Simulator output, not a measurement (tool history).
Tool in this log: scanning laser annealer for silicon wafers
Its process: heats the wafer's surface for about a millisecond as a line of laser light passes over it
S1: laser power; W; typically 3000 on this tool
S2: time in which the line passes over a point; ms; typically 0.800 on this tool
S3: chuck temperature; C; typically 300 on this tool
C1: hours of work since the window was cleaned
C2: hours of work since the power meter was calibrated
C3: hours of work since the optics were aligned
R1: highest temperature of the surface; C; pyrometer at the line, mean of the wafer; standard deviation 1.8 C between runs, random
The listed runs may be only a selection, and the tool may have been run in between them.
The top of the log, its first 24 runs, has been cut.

{"run": 25, "day": 40.504, "S1": 2794, "S2": 0.8, "S3": 298, "C1": 475, "C2": 696, "C3": 249, "R1": 983}
{"run": 26, "day": 42.221, "S1": 2794, "S2": 0.8, "S3": 298, "C1": 498, "C2": 719, "C3": 271, "R1": 985}
{"run": 27, "day": 44.542, "S1": 3023, "S2": 0.811, "S3": 300, "C1": 528, "C2": 749, "C3": 302, "R1": 1051}
{"run": 28, "day": 46.946, "S1": 3000, "S2": 0.96, "S3": 331, "C1": 560, "C2": 781, "C3": 334, "R1": 1152}
{"run": 29, "day": 48.112, "S1": 2760, "S2": 0.793, "S3": 323, "C1": 575, "C2": 797, "C3": 349, "R1": 998}
{"run": 30, "day": 49.892, "S1": 3238, "S2": 0.8, "S3": 273, "C1": 599, "C2": 820, "C3": 372, "R1": 1077}
{"run": 31, "day": 50.921, "S1": 2784, "S2": 0.8, "S3": 264, "C1": 612, "C2": 834, "C3": 386, "R1": 947}
{"run": 32, "day": 52.617, "S1": 2784, "S2": 0.8, "S3": 264, "C1": 635, "C2": 856, "C3": 408, "R1": 947}
{"run": 33, "day": 54.683, "S1": 3175, "S2": 0.8, "S3": 300, "C1": 662, "C2": 883, "C3": 436, "R1": 1088}
{"run": 34, "day": 56.496, "S1": 2760, "S2": 0.594, "S3": 315, "C1": 686, "C2": 907, "C3": 459, "R1": 890}
{"day": 56.75, "done": "window over the wafer cleaned"}
{"run": 35, "day": 58.779, "S1": 2760, "S2": 0.594, "S3": 315, "C1": 27, "C2": 936, "C3": 488, "R1": 889}
{"run": 36, "day": 60.258, "S1": 3145, "S2": 0.592, "S3": 306, "C1": 46, "C2": 956, "C3": 508, "R1": 966}
{"run": 37, "day": 61.512, "S1": 3145, "S2": 0.592, "S3": 306, "C1": 63, "C2": 972, "C3": 524, "R1": 965}
{"run": 38, "day": 62.958, "S1": 3145, "S2": 0.592, "S3": 306, "C1": 82, "C2": 991, "C3": 544, "R1": 964}
{"run": 39, "day": 65.112, "S1": 3145, "S2": 0.592, "S3": 306, "C1": 110, "C2": 1020, "C3": 572, "R1": 968}
{"run": 40, "day": 67.254, "S1": 3254, "S2": 0.8, "S3": 264, "C1": 138, "C2": 1048, "C3": 600, "R1": 1073}
{"run": 41, "day": 68.554, "S1": 3254, "S2": 0.8, "S3": 264, "C1": 156, "C2": 1065, "C3": 617, "R1": 1073}

Predict each of these 4 candidate next runs independently; none follows another, all start after run 41:
{"run": "A", "day": 69.983, "S1": 2553, "S2": 0.758, "S3": 278, "C1": 174, "C2": 1084, "C3": 636, "R1": "?"}
{"run": "B", "day": 69.983, "S1": 3254, "S2": 0.828, "S3": 264, "C1": 174, "C2": 1084, "C3": 636, "R1": "?"}
{"run": "C", "day": 69.983, "S1": 3254, "S2": 0.958, "S3": 264, "C1": 174, "C2": 1084, "C3": 636, "R1": "?"}
{"run": "D", "day": 69.983, "S1": 3186, "S2": 0.968, "S3": 264, "C1": 174, "C2": 1084, "C3": 636, "R1": "?"}

run=A R1=878
run=B R1=1091
run=C R1=1155
run=D R1=1148
Had the tool no hidden state, the same runs would have come out as:
run=A R1=879
run=B R1=1092
run=C R1=1156
run=D R1=1148
